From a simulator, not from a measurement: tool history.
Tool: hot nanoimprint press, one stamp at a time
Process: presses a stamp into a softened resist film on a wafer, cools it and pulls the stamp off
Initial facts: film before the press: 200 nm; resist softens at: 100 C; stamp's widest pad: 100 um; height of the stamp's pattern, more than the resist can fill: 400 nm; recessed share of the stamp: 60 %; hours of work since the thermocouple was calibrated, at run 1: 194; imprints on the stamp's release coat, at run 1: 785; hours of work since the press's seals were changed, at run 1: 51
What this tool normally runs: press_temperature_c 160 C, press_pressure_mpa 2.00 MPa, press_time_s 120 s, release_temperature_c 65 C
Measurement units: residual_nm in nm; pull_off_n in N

run   hour  press_temperature_c  press_pressure_mpa  press_time_s  release_temperature_c  hours of work since the thermocouple was calibrated  imprints on the stamp's release coat  hours of work since the press's seals were changed  residual_nm  pull_off_n
  1    0.0                  160                2.00           120                     65                                                  194                                   785                                                  51        121.4         262
  2    8.2                  160                2.00           120                     65                                                  199                                   803                                                  56        120.2         266
  3   14.5                  160                2.00           120                     65                                                  202                                   817                                                  59        121.2         270
  4   19.7                  160                2.00           120                     65                                                  205                                   828                                                  62        119.6         276
  5   23.8                  160                2.00           120                     65                                                  207                                   837                                                  64        120.5         273
  6   28.8                  160                1.53           120                     65                                                  210                                   847                                                  67        132.9         282
  7   34.2                  160                1.53           120                     65                                                  213                                   859                                                  70        132.3         278
  8   38.8                  160                2.00           120                     65                                                  216                                   869                                                  73        120.3         283
  9   43.8                  160                2.00           120                     65                                                  218                                   880                                                  75        120.2         280
 10   50.8                  160                2.00           120                     65                                                  222                                   895                                                  79        121.2         280
 11   58.4                  160                2.00           120                     61                                                  226                                   911                                                  83        120.8         303
 12   65.0                  160                2.00           120                     65                                                  230                                   925                                                  87        120.3         282
 13   71.1                  160                2.00           120                     65                                                  233                                   939                                                  90        121.6         280
 14   79.3                  160                2.00           120                     65                                                  238                                   956                                                  95        121.4         286
 15   83.2                  160                2.00           120                     53                                                  240                                   965                                                  97        120.9         366
 16   89.0                  159                1.73            67                     71                                                  243                                   977                                                 100        152.7         242
 17   93.6                  159                1.73            67                     71                                                  246                                   987                                                 103        153.4         240
 18   97.6                  156                1.22           120                     65                                                  248                                   996                                                 105        162.4         288
 19  106.1                  156                1.22           120                     65                                                  253                                  1014                                                 110        164.0         279
 20  112.9                  166                1.22           130                     65                                                  257                                  1029                                                 114        107.9         283
 21  120.1                  167                1.50           136                     69                                                  261                                  1044                                                 117         92.7         257
 22  124.7                  167                1.50           136                     69                                                  263                                  1054                                                 120         93.0         257
 23  132.3                  151                1.20           150                     58                                                  267                                  1071                                                 124        179.2         334
 24  141.6                  151                1.20           150                     58                                                  272                                  1091                                                 129        178.1         337
 25  150.8                  151                1.20           150                     58                                                  277                                  1111                                                 134        178.8         343
 26  159.9                  161                2.00           112                     63                                                  283                                  1130                                                 140        117.7         306
 27  166.0                  161                2.00           112                     63                                                  286                                  1143                                                 143        117.5         302
 28  170.1                  149                2.78           167                     53                                                  288                                  1152                                                 145        159.5         402
 29  174.5                  149                2.78           167                     53                                                  291                                  1162                                                 148        160.1         384
 30  183.4                  149                2.78           133                     63                                                  296                                  1181                                                 153        166.2         309

How would selected steps in residual_nm from run to run divide? Give the signed amount a tool lacking its hidden state would still show from settings, what came in and random variation, and the signed amount left for the hidden state, including any gauge scatter that is not in both of the compared results.
What the log doesn't record here: true temperature over the reading, C; pressure that arrives at the usual setting, %; grip of the stamp's worn release coat, % over a new coat's; drift of the gauge itself on residual_nm, %; drift of the gauge itself on pull_off_n, %.
Run 15 -> 16: press_temperature_c 160 -> 159, press_pressure_mpa 2.00 -> 1.73, press_time_s 120 -> 67, release_temperature_c 53 -> 71. residual_nm +31.8 nm: hidden state -0.3, all else +32.1.
Run 19 -> 20: press_temperature_c 156 -> 166, press_time_s 120 -> 130. residual_nm -56.1 nm: hidden state +0.2, all else -56.3.
Run 22 -> 23: press_temperature_c 167 -> 151, press_pressure_mpa 1.50 -> 1.20, press_time_s 136 -> 150, release_temperature_c 69 -> 58. residual_nm +86.2 nm: hidden state -0.6, all else +86.8.
Run 25 -> 26: press_temperature_c 151 -> 161, press_pressure_mpa 1.20 -> 2.00, press_time_s 150 -> 112, release_temperature_c 58 -> 63. residual_nm -61.1 nm: hidden state +1.3, all else -62.4.
